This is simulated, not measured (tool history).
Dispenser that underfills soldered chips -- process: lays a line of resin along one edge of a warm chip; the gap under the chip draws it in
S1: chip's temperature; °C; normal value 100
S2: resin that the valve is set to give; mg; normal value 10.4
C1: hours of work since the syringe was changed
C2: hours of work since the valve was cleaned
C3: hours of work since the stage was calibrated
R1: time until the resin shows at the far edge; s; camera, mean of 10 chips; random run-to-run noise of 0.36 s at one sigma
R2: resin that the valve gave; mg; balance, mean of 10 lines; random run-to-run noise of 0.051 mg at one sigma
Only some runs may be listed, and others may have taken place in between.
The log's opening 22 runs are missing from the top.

run 23 hour=73.9 | S1=100 S2=10.8 | C1=8 C2=40 C3=99 | R1=36.6 R2=10.61
run 24 hour=76 | S1=100 S2=10.8 | C1=10 C2=42 C3=101 | R1=41.6 R2=10.51
run 25 hour=78.8 | S1=100 S2=10.8 | C1=11 C2=43 C3=103 | R1=47.9 R2=10.56
-- hour=79.5 new syringe of resin
run 26 hour=82.9 | S1=100 S2=10.8 | C1=2 C2=46 C3=105 | R1=22.4 R2=10.55
run 27 hour=85.4 | S1=104 S2=10.1 | C1=4 C2=47 C3=107 | R1=23 R2=9.88
run 28 hour=87.8 | S1=104 S2=10.1 | C1=5 C2=49 C3=108 | R1=26.2 R2=9.86
run 29 hour=92.2 | S1=94 S2=9.3 | C1=8 C2=52 C3=111 | R1=47.3 R2=9.1
run 30 hour=94 | S1=97 S2=12.7 | C1=9 C2=53 C3=112 | R1=42.8 R2=12.43
run 31 hour=97.1 | S1=98 S2=9.8 | C1=11 C2=55 C3=114 | R1=51.5 R2=9.56
-- hour=98.1 new syringe of resin
run 32 hour=101.5 | S1=93 S2=11.4 | C1=2 C2=57 C3=117 | R1=30.6 R2=11.13

Forecast each of these 5 alternatives for the next run:
run A hour=104.6 | S1=96 S2=9.1 | C1=4 C2=59 C3=118 | R1=? R2=?
run B hour=104.6 | S1=97 S2=11.1 | C1=4 C2=59 C3=118 | R1=? R2=?
run C hour=104.6 | S1=100 S2=13.4 | C1=4 C2=59 C3=118 | R1=? R2=?
run D hour=104.6 | S1=102 S2=10.9 | C1=4 C2=59 C3=118 | R1=? R2=?
run E hour=104.6 | S1=93 S2=11.2 | C1=4 C2=59 C3=118 | R1=? R2=?

run=A R1=33.1 R2=8.85
run=B R1=30.1 R2=10.77
run=C R1=26.2 R2=12.96
run=D R1=25.9 R2=10.62
run=E R1=34.8 R2=10.94
Without the tool's unlogged condition, the same runs would have read:
run=A R1=23.3 R2=9.11
run=B R1=21.5 R2=11.09
run=C R1=18.6 R2=13.34
run=D R1=18.6 R2=10.93
run=E R1=24.8 R2=11.26

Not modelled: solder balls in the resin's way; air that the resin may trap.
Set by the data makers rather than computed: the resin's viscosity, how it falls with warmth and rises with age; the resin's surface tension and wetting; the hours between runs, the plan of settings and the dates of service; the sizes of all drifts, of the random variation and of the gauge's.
